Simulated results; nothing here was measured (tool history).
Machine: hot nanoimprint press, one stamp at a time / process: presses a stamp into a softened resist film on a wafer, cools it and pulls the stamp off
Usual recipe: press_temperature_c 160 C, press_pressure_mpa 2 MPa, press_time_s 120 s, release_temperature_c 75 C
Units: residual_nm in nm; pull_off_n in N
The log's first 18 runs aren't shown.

Run 19, hour 264.8: usual settings but press_time_s 104 s. Result: residual_nm 157.6 nm, pull_off_n 136 N.
Run 20, hour 277.3: usual settings but press_time_s 104 s. Result: residual_nm 156.6 nm, pull_off_n 136 N.
Run 21, hour 292.9: usual settings but press_pressure_mpa 1.28 MPa, press_time_s 104 s. Result: residual_nm 186.4 nm, pull_off_n 134 N.
Run 22, hour 304.6: usual settings but press_pressure_mpa 1.28 MPa, press_time_s 104 s. Result: residual_nm 184.7 nm, pull_off_n 133 N.
Run 23, hour 320.2: usual settings but press_pressure_mpa 1.28 MPa, press_time_s 104 s. Result: residual_nm 184.4 nm, pull_off_n 136 N.
Run 24, hour 330.7: usual settings but press_pressure_mpa 3.01 MPa, release_temperature_c 79 C. Result: residual_nm 124.8 nm, pull_off_n 121 N.
Run 25, hour 349.1: usual settings but press_pressure_mpa 3.01 MPa, release_temperature_c 79 C. Result: residual_nm 124.1 nm, pull_off_n 125 N.
Run 26, hour 358: usual settings but press_temperature_c 172 C, press_pressure_mpa 3.01 MPa, release_temperature_c 79 C. Result: residual_nm 74.4 nm, pull_off_n 125 N.
Run 27, hour 373.5: usual settings but press_temperature_c 172 C, press_pressure_mpa 3.01 MPa, release_temperature_c 79 C. Result: residual_nm 74.6 nm, pull_off_n 126 N.
Run 28, hour 388.5: usual settings but press_temperature_c 172 C, press_pressure_mpa 3.15 MPa, release_temperature_c 68 C. Result: residual_nm 72.7 nm, pull_off_n 157 N.
Run 29, hour 402.1: usual settings but press_temperature_c 172 C, press_pressure_mpa 3.15 MPa, release_temperature_c 68 C. Result: residual_nm 72.1 nm, pull_off_n 153 N.
Run 30, hour 419.4: usual settings but press_temperature_c 172 C, press_pressure_mpa 3.15 MPa, release_temperature_c 68 C. Result: residual_nm 72.2 nm, pull_off_n 159 N.
Run 31, hour 428.9: usual settings but press_temperature_c 172 C, press_pressure_mpa 3.15 MPa, release_temperature_c 68 C. Result: residual_nm 72.2 nm, pull_off_n 158 N.

Alternative continuations, all from the tool just after run 31; predict every row:
Run A, hour 441.1: usual settings but press_temperature_c 172 C, press_pressure_mpa 1.21 MPa, release_temperature_c 81 C. Result: residual_nm ?, pull_off_n ?.
Run B, hour 441.1: usual settings but press_pressure_mpa 1.85 MPa. Result: residual_nm ?, pull_off_n ?.
Run C, hour 441.1: usual settings but press_time_s 108 s, release_temperature_c 70 C. Result: residual_nm ?, pull_off_n ?.

run  residual_nm  pull_off_n
  A        111.2         122
  B        151.8         142
  C        153.5         154
What these runs would have given with no unlogged condition in the tool:
run  residual_nm  pull_off_n
  A        115.1         110
  B        157.1         127
  C        158.7         138

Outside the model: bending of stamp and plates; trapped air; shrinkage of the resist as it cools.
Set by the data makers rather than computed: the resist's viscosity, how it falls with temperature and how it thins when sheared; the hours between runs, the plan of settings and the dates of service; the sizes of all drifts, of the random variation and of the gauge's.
